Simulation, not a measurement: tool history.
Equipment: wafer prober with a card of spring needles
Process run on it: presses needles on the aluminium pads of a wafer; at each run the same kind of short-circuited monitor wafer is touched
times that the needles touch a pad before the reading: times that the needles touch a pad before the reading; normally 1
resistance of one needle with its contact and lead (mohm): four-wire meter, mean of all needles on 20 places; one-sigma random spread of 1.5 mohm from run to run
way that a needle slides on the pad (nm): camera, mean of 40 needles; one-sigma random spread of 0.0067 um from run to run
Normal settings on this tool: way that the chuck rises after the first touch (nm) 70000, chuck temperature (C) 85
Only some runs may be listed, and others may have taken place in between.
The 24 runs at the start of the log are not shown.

run,day,way that the chuck rises after the first touch (nm),chuck temperature (C),times that the needles touch a pad before the reading,resistance of one needle with its contact and lead (mohm),way that a needle slides on the pad (nm)
# day 37.067: tips cleaned on abrasive film
# day 37.992: height of the first contact set anew
# day 38.488: tips cleaned on abrasive film
25,38.488,63000,70,2,139,9782
# day 40.042: tips cleaned on abrasive film
26,40.404,70000,104,1,142,10880
# day 41.571: tips cleaned on abrasive film
27,41.962,70000,104,1,143,10884
# day 42.933: tips cleaned on abrasive film
28,43.846,52000,85,2,149,8089
# day 44.379: tips cleaned on abrasive film
# day 45.842: tips cleaned on abrasive film
29,46.183,65000,85,2,138,10099
# day 47.296: tips cleaned on abrasive film
30,48.325,54000,85,2,145,8387
# day 48.642: tips cleaned on abrasive film
# day 49.908: height of the first contact set anew
# day 50.075: tips cleaned on abrasive film
31,50.075,59000,100,3,147,9171
# day 51.446: tips cleaned on abrasive film
32,51.717,59000,100,3,147,9179

4 ways to go on from here, each from the tool as it stands after run 32. What would each give?
# day 52.967: tips cleaned on abrasive film
A,53.271,81000,36,3,?,?
# day 52.967: tips cleaned on abrasive film
B,53.271,82000,76,2,?,?
# day 52.967: tips cleaned on abrasive film
C,53.271,70000,85,2,?,?
# day 52.967: tips cleaned on abrasive film
D,53.271,80000,84,1,?,?

run,resistance of one needle with its contact and lead (mohm),way that a needle slides on the pad (nm)
A,125,12585
B,134,12745
C,136,10896
D,136,12428
The same runs, with their run-to-run variation unchanged, on a tool lacking any hidden condition would have given:
run,resistance of one needle with its contact and lead (mohm),way that a needle slides on the pad (nm)
A,125,12585
B,134,12746
C,136,10896
D,136,12428
